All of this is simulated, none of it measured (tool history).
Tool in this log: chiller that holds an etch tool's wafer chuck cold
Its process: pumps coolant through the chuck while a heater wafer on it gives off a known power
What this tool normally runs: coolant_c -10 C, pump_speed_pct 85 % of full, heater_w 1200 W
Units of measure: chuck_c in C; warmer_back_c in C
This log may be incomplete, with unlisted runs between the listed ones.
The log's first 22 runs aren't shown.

run 23 hour=1605.4 | coolant_c=-10 pump_speed_pct=68 heater_w=880 | chuck_c=4.4 warmer_back_c=3.34
run 24 hour=1694.5 | coolant_c=-10 pump_speed_pct=68 heater_w=880 | chuck_c=4.6 warmer_back_c=3.39
run 25 hour=1781.0 | coolant_c=-4 pump_speed_pct=65 heater_w=1148 | chuck_c=15.6 warmer_back_c=4.63
run 26 hour=1826.0 | coolant_c=-4 pump_speed_pct=65 heater_w=1148 | chuck_c=15.7 warmer_back_c=4.63
run 27 hour=1891.8 | coolant_c=-10 pump_speed_pct=83 heater_w=1200 | chuck_c=7.4 warmer_back_c=3.78
run 28 hour=1935.8 | coolant_c=-10 pump_speed_pct=83 heater_w=1200 | chuck_c=7.6 warmer_back_c=3.83
run 29 hour=2015.4 | coolant_c=-7 pump_speed_pct=92 heater_w=1271 | chuck_c=10.4 warmer_back_c=3.71
run 30 hour=2059.9 | coolant_c=-7 pump_speed_pct=87 heater_w=1668 | chuck_c=16.6 warmer_back_c=5.03
run 31 hour=2149.9 | coolant_c=-7 pump_speed_pct=66 heater_w=649 | chuck_c=4.3 warmer_back_c=2.57

Consider 3 possible next runs. They are alternatives, not a sequence: every one starts from the tool as it was left by run 31. What does each give?
run A hour=2193.6 | coolant_c=-14 pump_speed_pct=66 heater_w=649 | chuck_c=? warmer_back_c=?
run B hour=2193.6 | coolant_c=-7 pump_speed_pct=88 heater_w=1235 | chuck_c=? warmer_back_c=?
run C hour=2193.6 | coolant_c=-2 pump_speed_pct=79 heater_w=685 | chuck_c=? warmer_back_c=?

run=A chuck_c=-2.7 warmer_back_c=2.59
run=B chuck_c=10.6 warmer_back_c=3.76
run=C chuck_c=8.7 warmer_back_c=2.27
With no hidden state in the tool, these same runs would have given:
run=A chuck_c=-4.9 warmer_back_c=2.57
run=B chuck_c=7.4 warmer_back_c=3.72
run=C chuck_c=6.7 warmer_back_c=2.25
